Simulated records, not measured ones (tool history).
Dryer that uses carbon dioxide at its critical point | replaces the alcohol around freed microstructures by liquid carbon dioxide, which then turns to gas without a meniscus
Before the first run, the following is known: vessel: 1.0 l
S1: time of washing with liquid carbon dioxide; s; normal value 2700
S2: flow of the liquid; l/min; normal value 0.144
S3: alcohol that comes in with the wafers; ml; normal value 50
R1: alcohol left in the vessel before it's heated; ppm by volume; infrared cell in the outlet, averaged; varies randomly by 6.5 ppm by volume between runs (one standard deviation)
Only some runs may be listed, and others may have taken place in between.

Run 1, hour 0.0: usual settings. Result: R1 441 ppm by volume.
Run 2, hour 28.8: usual settings. Result: R1 457 ppm by volume.
Run 3, hour 79.6: usual settings. Result: R1 465 ppm by volume.
Run 4, hour 114.4: usual settings. Result: R1 480 ppm by volume.
Run 5, hour 136.1: usual settings. Result: R1 481 ppm by volume.
Run 6, hour 160.6: usual settings. Result: R1 483 ppm by volume.
Run 7, hour 185.8: usual settings. Result: R1 494 ppm by volume.
Run 8, hour 213.4: usual settings but S1 3780 s, S3 53 ml. Result: R1 158 ppm by volume.
Run 9, hour 240.0: usual settings but S1 3780 s, S3 53 ml. Result: R1 163 ppm by volume.
Run 10, hour 292.4: usual settings but S1 3780 s, S3 53 ml. Result: R1 169 ppm by volume.
Run 11, hour 329.3: usual settings but S1 4200 s, S3 25 ml. Result: R1 114 ppm by volume.
Run 12, hour 374.2: usual settings but S1 4200 s, S3 25 ml. Result: R1 119 ppm by volume.
Run 13, hour 423.9: usual settings but S1 4200 s, S3 25 ml. Result: R1 130 ppm by volume.
Run 14, hour 463.4: usual settings but S1 2280 s, S2 0.239 l/min, S3 46 ml. Result: R1 189 ppm by volume.

Alternative continuations, all from the tool just after run 14; predict every row:
Run A, hour 489.1: usual settings but S1 2280 s, S2 0.222 l/min, S3 46 ml. Result: R1 ?.
Run B, hour 489.1: usual settings but S2 0.184 l/min. Result: R1 ?.
Run C, hour 489.1: usual settings but S1 3180 s, S3 35 ml. Result: R1 ?.

run   R1
  A  212
  B  236
  C  240
Without the tool's hidden state the same runs would have given:
run  R1
  A  58
  B  70
  C  79
